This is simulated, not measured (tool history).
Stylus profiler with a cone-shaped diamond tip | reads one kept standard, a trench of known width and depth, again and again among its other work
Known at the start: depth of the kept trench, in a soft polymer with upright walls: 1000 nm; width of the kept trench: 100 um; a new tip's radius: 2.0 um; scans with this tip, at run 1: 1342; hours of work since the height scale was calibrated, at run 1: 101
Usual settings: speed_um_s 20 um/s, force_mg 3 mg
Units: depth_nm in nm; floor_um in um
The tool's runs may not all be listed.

run   hour  speed_um_s  force_mg  scans with this tip  hours of work since the height scale was calibrated  depth_nm  floor_um
  1      0          20         3                 1342                                                  101   1010.97     96.16
  2   12.4          20         3                 1444                                                  109   1011.06     96.14
  3   22.2          20         3                 1524                                                  115   1010.85     96.13
  4   34.6          20         3                 1627                                                  122   1011.17     96.11
  5   49.6          20         3                 1750                                                  132   1010.72     96.05
  6   59.7          20         3                 1833                                                  138   1010.75     96.05
  7   69.7          20         3                 1916                                                  144   1010.63     96.01
  8   82.7          20         3                 2023                                                  152   1010.33     96.04
  9     92          20         3                 2099                                                  158   1010.71     96.03
 10    102          20      1.32                 2181                                                  164   1006.11     95.94
 11  114.9          20      1.32                 2287                                                  172   1005.99     95.95
 12    129          20      1.57                 2404                                                  181   1006.73     95.93
 13  145.9          20      1.57                 2542                                                  191   1006.86     95.95
 14  154.5          20      1.57                 2613                                                  197    1006.6     95.87
 15  170.7          20         3                 2746                                                  207   1010.47     95.94
 16    180          20         3                 2823                                                  213   1010.59     95.91
 17  190.2          20         3                 2907                                                  219   1010.74     95.89
 18  206.9          20         3                 3044                                                  229   1010.05     95.88
 19  226.5          20         3                 3206                                                  241    1010.7     95.86
 20    246          20         3                 3366                                                  253   1010.62     95.79
 21    262          20         3                 3498                                                  263   1010.23     95.77
 22    275          20         3                 3605                                                  271   1010.49     95.82
 23  288.9          20         3                 3719                                                  280   1009.94     95.75
 24    300          20         3                 3810                                                  287   1010.72      95.8
 25  309.5          20         3                 3889                                                  293   1010.33     95.73
 26  327.3          20         3                 4035                                                  304   1010.34      95.7
 27  342.5          20         3                 4161                                                  313   1010.36     95.66
 28  353.4           7      1.96                 4250                                                  320   1007.28     95.71
 29    372           6      4.67                 4403                                                  332    1014.1     95.66
 30  382.7           6      1.23                 4491                                                  338    1005.4     95.65
 31  393.9           6      1.23                 4583                                                  345   1005.32     95.61
 32  408.4          34      1.23                 4703                                                  354   1005.29     95.43
 33  417.7           8      1.49                 4779                                                  360   1006.04     95.67
 34    433          71      1.07                 4906                                                  369   1004.45     95.23
 35  443.9          71      1.07                 4995                                                  376   1004.36      95.3
 36  461.8          15      1.22                 5142                                                  387   1005.23     95.54
 37  477.6          15      1.22                 5272                                                  397   1005.04     95.54
 38  486.3          34      4.69                 5344                                                  402   1013.62     95.51
 39    503          34      4.69                 5482                                                  413   1013.45     95.41
 40  511.8          31      1.99                 5554                                                  418   1006.91      95.4
 41  525.4           7       6.3                 5666                                                  427   1016.85     95.49
 42    541          24      1.09                 5794                                                  436   1004.53     95.37
 43  558.8          24      1.09                 5941                                                  447   1004.44     95.31
 44  572.3          53      1.09                 6051                                                  456    1004.5      95.2

Forecast run 45:
 45  583.8          53      1.09                 6146                                                  463         ?         ?

depth_nm: 1004.21 nm
floor_um: 95.19 um
Without the tool's hidden state the same run would have given depth_nm 1005.69 nm, floor_um 96.27 um.
